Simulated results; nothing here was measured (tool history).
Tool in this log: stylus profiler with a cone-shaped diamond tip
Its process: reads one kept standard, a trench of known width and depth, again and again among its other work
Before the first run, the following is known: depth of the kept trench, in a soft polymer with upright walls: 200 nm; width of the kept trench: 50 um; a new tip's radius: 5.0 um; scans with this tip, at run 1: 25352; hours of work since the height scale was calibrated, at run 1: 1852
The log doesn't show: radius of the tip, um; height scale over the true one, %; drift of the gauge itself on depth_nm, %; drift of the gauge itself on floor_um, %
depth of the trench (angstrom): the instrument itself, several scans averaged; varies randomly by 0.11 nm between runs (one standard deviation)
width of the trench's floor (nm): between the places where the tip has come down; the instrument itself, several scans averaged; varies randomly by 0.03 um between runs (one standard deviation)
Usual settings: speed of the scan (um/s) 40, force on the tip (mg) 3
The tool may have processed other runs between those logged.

run,hour,speed of the scan (um/s),force on the tip (mg),scans with this tip,hours of work since the height scale was calibrated,depth of the trench (angstrom),width of the trench's floor (nm)
1,0,40,3,25352,1852,2023.6,45870
2,87.5,40,3,26292,1921,2023.3,45790
3,145,40,3,26910,1966,2024.5,45810
# hour 170.6: new tip fitted, height scale calibrated
4,208.9,40,3,411,30,2014.7,47090
5,251,40,3,864,63,2015.6,47050
6,303.5,40,3,1428,104,2016.2,47030
7,348.2,40,3,1908,139,2016.3,46980
8,443.6,40,3,2934,214,2016.2,46920
9,509.2,40,1.48,3639,266,2011.4,46800
10,606.1,40,1.48,4680,342,2010.4,46770
11,685,40,3,5528,404,2016,46790
12,768.6,40,3,6427,470,2018.7,46760
13,814.4,40,3,6919,506,2018.1,46690
14,891,40,6.74,7741,566,2030.5,46690
15,933.9,40,6.74,8203,599,2028.7,46710
16,1035,40,6.74,9289,679,2028.6,46630
17,1139.1,40,1.21,10408,760,2012.3,46520
18,1190.1,40,1.21,10955,800,2011,46460
19,1251.7,40,2.68,11617,849,2018,46450
20,1296.3,57,3,12096,884,2019.9,46400
21,1397,40,3,13178,963,2020.4,46380
22,1467.5,40,3,13937,1018,2020.3,46340
23,1528,148,3,14586,1066,2019.4,46120
24,1588.8,132,3.59,15240,1114,2023,46150
25,1653.4,103,2.22,15934,1164,2018.1,46160
26,1722.9,103,2.22,16681,1219,2017.5,46060
27,1818.9,97,4.36,17712,1294,2024.7,46120
# hour 1827: height scale calibrated on a step standard
28,1897.2,97,4.36,18549,55,2029.8,46100
29,1971.7,97,4.36,19349,114,2030.7,46050
30,2025,91,2.93,19922,155,2023.6,45950
# hour 2031: height scale calibrated on a step standard, once more
31,2077,91,2.93,20475,36,2013.7,45970
32,2145.2,76,5.51,21208,90,2022.3,45990
33,2234.7,15,5.82,22170,160,2026,46040
34,2309.9,109,3,22978,219,2016.9,45850
35,2411.9,49,2.23,24074,299,2015.6,45860
36,2458.6,50,5.11,24576,336,2024,45900
37,2549.6,62,1.38,25554,407,2011.1,45800
38,2638.7,133,2.1,26511,477,2013.4,45630
# hour 2701.3: new tip fitted, height scale calibrated
39,2738.4,35,2.69,398,29,2016.4,47120
40,2793.1,35,2.69,986,72,2016.3,47030
41,2887.7,35,4.76,2003,146,2020.6,46960
42,2970.5,20,3,2892,211,2017.2,46890
43,3052.6,20,3.03,3774,276,2017,46890
44,3134.3,20,1.47,4652,340,2011.6,46850
45,3230.6,20,1.17,5687,416,2010.8,46780

Forecast each of these 3 alternatives for the next run:
A,3293.6,35,5.45,6364,465,?,?
B,3293.6,36,1.44,6364,465,?,?
C,3293.6,123,1.17,6364,465,?,?

run,depth of the trench (angstrom),width of the trench's floor (nm)
A,2024.4,46740
B,2012,46690
C,2010.2,46480
Without the tool's hidden state the same runs would have given:
run,depth of the trench (angstrom),width of the trench's floor (nm)
A,2021.9,47130
B,2009.5,47090
C,2007.7,46870
